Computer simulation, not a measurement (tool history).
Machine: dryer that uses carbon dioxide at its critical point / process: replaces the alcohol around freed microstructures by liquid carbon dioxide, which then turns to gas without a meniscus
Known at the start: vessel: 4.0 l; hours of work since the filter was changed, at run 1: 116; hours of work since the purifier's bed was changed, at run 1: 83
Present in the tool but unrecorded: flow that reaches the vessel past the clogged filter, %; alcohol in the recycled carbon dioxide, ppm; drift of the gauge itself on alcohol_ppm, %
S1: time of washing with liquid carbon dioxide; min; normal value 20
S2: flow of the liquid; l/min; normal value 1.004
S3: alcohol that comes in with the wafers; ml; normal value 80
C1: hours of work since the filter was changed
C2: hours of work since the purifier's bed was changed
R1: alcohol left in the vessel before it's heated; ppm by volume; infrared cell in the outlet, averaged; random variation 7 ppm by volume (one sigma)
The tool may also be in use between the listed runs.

run 1 day=0.000 | S1=20 S2=1.004 S3=80 | C1=116 C2=83 | R1=391
run 2 day=0.575 | S1=20 S2=1.004 S3=80 | C1=124 C2=90 | R1=397
run 3 day=1.154 | S1=20 S2=1.004 S3=80 | C1=132 C2=98 | R1=415
run 4 day=1.600 | S1=20 S2=1.004 S3=80 | C1=138 C2=104 | R1=420
run 5 day=2.146 | S1=20 S2=1.004 S3=80 | C1=145 C2=112 | R1=417
run 6 day=2.738 | S1=20 S2=0.960 S3=80 | C1=153 C2=119 | R1=494
run 7 day=3.188 | S1=20 S2=1.120 S3=80 | C1=159 C2=125 | R1=286
run 8 day=3.450 | S1=20 S2=1.004 S3=80 | C1=162 C2=129 | R1=405
run 9 day=4.050 | S1=20 S2=1.004 S3=80 | C1=170 C2=137 | R1=423
run 10 day=4.300 | S1=20 S2=1.004 S3=80 | C1=174 C2=140 | R1=425
run 11 day=4.783 | S1=20 S2=1.004 S3=80 | C1=180 C2=147 | R1=436
run 12 day=5.246 | S1=20 S2=0.770 S3=80 | C1=186 C2=153 | R1=989
run 13 day=5.571 | S1=20 S2=0.770 S3=80 | C1=191 C2=157 | R1=1047
run 14 day=6.179 | S1=20 S2=0.770 S3=80 | C1=199 C2=166 | R1=1027
run 15 day=6.629 | S1=20 S2=1.004 S3=80 | C1=205 C2=172 | R1=444
run 16 day=7.171 | S1=20 S2=1.004 S3=80 | C1=212 C2=179 | R1=455
run 17 day=7.533 | S1=20 S2=1.004 S3=80 | C1=217 C2=184 | R1=471
run 18 day=7.938 | S1=20 S2=1.004 S3=80 | C1=222 C2=189 | R1=462
run 19 day=8.283 | S1=20 S2=1.004 S3=80 | C1=227 C2=194 | R1=457
run 20 day=8.833 | S1=20 S2=1.260 S3=80 | C1=234 C2=201 | R1=200
run 21 day=9.225 | S1=19 S2=1.150 S3=80 | C1=240 C2=206 | R1=362
run 22 day=9.688 | S1=12 S2=0.900 S3=80 | C1=246 C2=213 | R1=2493
run 23 day=10.033 | S1=12 S2=1.030 S3=48 | C1=251 C2=217 | R1=1170
run 24 day=10.492 | S1=13 S2=0.730 S3=41 | C1=257 C2=223 | R1=1682
run 25 day=10.971 | S1=13 S2=0.730 S3=41 | C1=263 C2=230 | R1=1687
run 26 day=11.400 | S1=13 S2=0.730 S3=41 | C1=269 C2=235 | R1=1727
run 27 day=11.912 | S1=20 S2=0.610 S3=67 | C1=276 C2=242 | R1=1633
run 28 day=12.288 | S1=20 S2=0.900 S3=67 | C1=281 C2=247 | R1=611
run 29 day=12.812 | S1=16 S2=1.004 S3=108 | C1=288 C2=254 | R1=1317
run 30 day=13.062 | S1=25 S2=1.004 S3=35 | C1=291 C2=258 | R1=145
run 31 day=13.504 | S1=25 S2=1.004 S3=35 | C1=297 C2=264 | R1=135
run 32 day=13.921 | S1=13 S2=0.990 S3=51 | C1=303 C2=269 | R1=1190
run 33 day=14.212 | S1=18 S2=1.280 S3=67 | C1=307 C2=273 | R1=300
-- day=14.679 inlet filter changed
run 34 day=14.788 | S1=13 S2=0.950 S3=95 | C1=1 C2=280 | R1=1972
run 35 day=15.167 | S1=13 S2=0.700 S3=95 | C1=7 C2=285 | R1=3657
run 36 day=15.721 | S1=13 S2=0.700 S3=95 | C1=14 C2=293 | R1=3647
run 37 day=16.017 | S1=17 S2=0.930 S3=48 | C1=18 C2=297 | R1=549
run 38 day=16.362 | S1=24 S2=0.730 S3=88 | C1=23 C2=301 | R1=689

The next listed run, before its measurement:
run 39 day=16.838 | S1=24 S2=0.730 S3=88 | C1=29 C2=308 | R1=?

Run 39 gave R1 696 ppm by volume.
With the hidden condition absent and the run-to-run variation left alone, this run would have shown R1 607 ppm by volume.
